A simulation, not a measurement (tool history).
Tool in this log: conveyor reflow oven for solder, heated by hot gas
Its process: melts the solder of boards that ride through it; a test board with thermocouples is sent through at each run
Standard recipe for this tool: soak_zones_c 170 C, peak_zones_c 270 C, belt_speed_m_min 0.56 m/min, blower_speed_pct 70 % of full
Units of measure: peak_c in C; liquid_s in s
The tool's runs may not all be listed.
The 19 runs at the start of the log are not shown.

run 20 hour=1494.6 | soak_zones_c=177 peak_zones_c=273 belt_speed_m_min=0.56 blower_speed_pct=73 | peak_c=258.6 liquid_s=72
-- hour=1518.4 flux residue cleaned out of gas plates and filters
run 21 hour=1591 | soak_zones_c=158 peak_zones_c=273 belt_speed_m_min=0.47 blower_speed_pct=80 | peak_c=263.3 liquid_s=83.4
run 22 hour=1674.7 | soak_zones_c=158 peak_zones_c=273 belt_speed_m_min=0.47 blower_speed_pct=80 | peak_c=262.5 liquid_s=82.8
run 23 hour=1719.8 | soak_zones_c=169 peak_zones_c=278 belt_speed_m_min=0.463 blower_speed_pct=67 | peak_c=266.9 liquid_s=90.6
run 24 hour=1763 | soak_zones_c=169 peak_zones_c=278 belt_speed_m_min=0.463 blower_speed_pct=67 | peak_c=266.4 liquid_s=91.1
run 25 hour=1816.2 | soak_zones_c=176 peak_zones_c=270 belt_speed_m_min=0.531 blower_speed_pct=70 | peak_c=256.7 liquid_s=74.8
-- hour=1857.1 flux residue cleaned out of gas plates and filters
run 26 hour=1913.3 | soak_zones_c=184 peak_zones_c=267 belt_speed_m_min=0.478 blower_speed_pct=51 | peak_c=255.6 liquid_s=86.6
run 27 hour=1978.7 | soak_zones_c=184 peak_zones_c=267 belt_speed_m_min=0.478 blower_speed_pct=51 | peak_c=254.7 liquid_s=86.1
run 28 hour=2026.4 | soak_zones_c=161 peak_zones_c=270 belt_speed_m_min=0.56 blower_speed_pct=70 | peak_c=253 liquid_s=62.6
run 29 hour=2114.8 | soak_zones_c=161 peak_zones_c=270 belt_speed_m_min=0.56 blower_speed_pct=70 | peak_c=251.8 liquid_s=62
run 30 hour=2170.7 | soak_zones_c=173 peak_zones_c=271 belt_speed_m_min=0.529 blower_speed_pct=70 | peak_c=256.6 liquid_s=73.5

Here are 4 independent what-if runs from the current tool condition. What would each one return?
-- hour=2197.6 flux residue cleaned out of gas plates and filters
run A hour=2268.9 | soak_zones_c=165 peak_zones_c=268 belt_speed_m_min=0.538 blower_speed_pct=70 | peak_c=? liquid_s=?
-- hour=2197.6 flux residue cleaned out of gas plates and filters
run B hour=2268.9 | soak_zones_c=170 peak_zones_c=270 belt_speed_m_min=0.624 blower_speed_pct=70 | peak_c=? liquid_s=?
-- hour=2197.6 flux residue cleaned out of gas plates and filters
run C hour=2268.9 | soak_zones_c=170 peak_zones_c=270 belt_speed_m_min=0.56 blower_speed_pct=82 | peak_c=? liquid_s=?
-- hour=2197.6 flux residue cleaned out of gas plates and filters
run D hour=2268.9 | soak_zones_c=173 peak_zones_c=271 belt_speed_m_min=0.533 blower_speed_pct=70 | peak_c=? liquid_s=?

run=A peak_c=253.3 liquid_s=67.3
run=B peak_c=251 liquid_s=57
run=C peak_c=255.9 liquid_s=68.9
run=D peak_c=256.6 liquid_s=74.4
With the hidden condition removed and each run's random variation left untouched, the same runs would have given:
run=A peak_c=255.9 liquid_s=67.4
run=B peak_c=253.5 liquid_s=57.2
run=C peak_c=258.6 liquid_s=68.8
run=D peak_c=259.3 liquid_s=74.1
